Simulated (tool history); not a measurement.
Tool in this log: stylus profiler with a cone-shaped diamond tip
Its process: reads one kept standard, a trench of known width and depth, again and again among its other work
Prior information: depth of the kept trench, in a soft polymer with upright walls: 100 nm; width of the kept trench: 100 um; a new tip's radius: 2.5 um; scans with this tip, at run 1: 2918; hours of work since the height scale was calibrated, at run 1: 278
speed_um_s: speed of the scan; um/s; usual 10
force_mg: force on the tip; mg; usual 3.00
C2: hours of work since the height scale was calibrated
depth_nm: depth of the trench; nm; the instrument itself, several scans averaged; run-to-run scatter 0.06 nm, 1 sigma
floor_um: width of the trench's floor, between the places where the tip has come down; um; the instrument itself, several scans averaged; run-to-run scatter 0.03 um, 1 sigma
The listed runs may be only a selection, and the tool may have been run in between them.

run 1 hour=0.0 | speed_um_s=10 force_mg=3.00 | scans_with_this_tip=2918 C2=278 | depth_nm=102.01 floor_um=98.54
run 2 hour=18.4 | speed_um_s=10 force_mg=3.00 | scans_with_this_tip=3068 C2=292 | depth_nm=101.94 floor_um=98.61
run 3 hour=30.3 | speed_um_s=4 force_mg=3.00 | scans_with_this_tip=3165 C2=301 | depth_nm=102.01 floor_um=98.66
run 4 hour=41.5 | speed_um_s=4 force_mg=3.00 | scans_with_this_tip=3255 C2=310 | depth_nm=102.02 floor_um=98.54
run 5 hour=56.6 | speed_um_s=4 force_mg=3.00 | scans_with_this_tip=3378 C2=321 | depth_nm=101.98 floor_um=98.57
run 6 hour=74.9 | speed_um_s=4 force_mg=3.00 | scans_with_this_tip=3527 C2=335 | depth_nm=101.97 floor_um=98.54
run 7 hour=90.6 | speed_um_s=4 force_mg=3.00 | scans_with_this_tip=3655 C2=348 | depth_nm=101.93 floor_um=98.61
run 8 hour=102.5 | speed_um_s=10 force_mg=2.32 | scans_with_this_tip=3752 C2=357 | depth_nm=101.75 floor_um=98.52
run 9 hour=117.6 | speed_um_s=10 force_mg=1.05 | scans_with_this_tip=3874 C2=368 | depth_nm=100.96 floor_um=98.58
run 10 hour=137.9 | speed_um_s=6 force_mg=2.02 | scans_with_this_tip=4039 C2=384 | depth_nm=101.66 floor_um=98.57
run 11 hour=150.4 | speed_um_s=6 force_mg=2.02 | scans_with_this_tip=4140 C2=394 | depth_nm=101.56 floor_um=98.56
run 12 hour=163.2 | speed_um_s=8 force_mg=1.27 | scans_with_this_tip=4245 C2=404 | depth_nm=101.10 floor_um=98.53
run 13 hour=186.2 | speed_um_s=21 force_mg=3.30 | scans_with_this_tip=4432 C2=421 | depth_nm=102.16 floor_um=98.53
run 14 hour=198.0 | speed_um_s=8 force_mg=3.21 | scans_with_this_tip=4528 C2=431 | depth_nm=102.05 floor_um=98.60

Predict each of these 4 candidate next runs independently; none follows another, all start after run 14:
run A hour=209.7 | speed_um_s=9 force_mg=6.13 | scans_with_this_tip=4623 C2=440 | depth_nm=? floor_um=?
run B hour=209.7 | speed_um_s=7 force_mg=7.63 | scans_with_this_tip=4623 C2=440 | depth_nm=? floor_um=?
run C hour=209.7 | speed_um_s=3 force_mg=3.00 | scans_with_this_tip=4623 C2=440 | depth_nm=? floor_um=?
run D hour=209.7 | speed_um_s=8 force_mg=5.34 | scans_with_this_tip=4623 C2=440 | depth_nm=? floor_um=?

run=A depth_nm=103.26 floor_um=98.55
run=B depth_nm=103.65 floor_um=98.54
run=C depth_nm=101.94 floor_um=98.62
run=D depth_nm=102.96 floor_um=98.59
Take away the tool's hidden state, keep each run's random variation, and the runs would have read:
run=A depth_nm=103.25 floor_um=98.56
run=B depth_nm=103.64 floor_um=98.55
run=C depth_nm=101.93 floor_um=98.62
run=D depth_nm=102.95 floor_um=98.59

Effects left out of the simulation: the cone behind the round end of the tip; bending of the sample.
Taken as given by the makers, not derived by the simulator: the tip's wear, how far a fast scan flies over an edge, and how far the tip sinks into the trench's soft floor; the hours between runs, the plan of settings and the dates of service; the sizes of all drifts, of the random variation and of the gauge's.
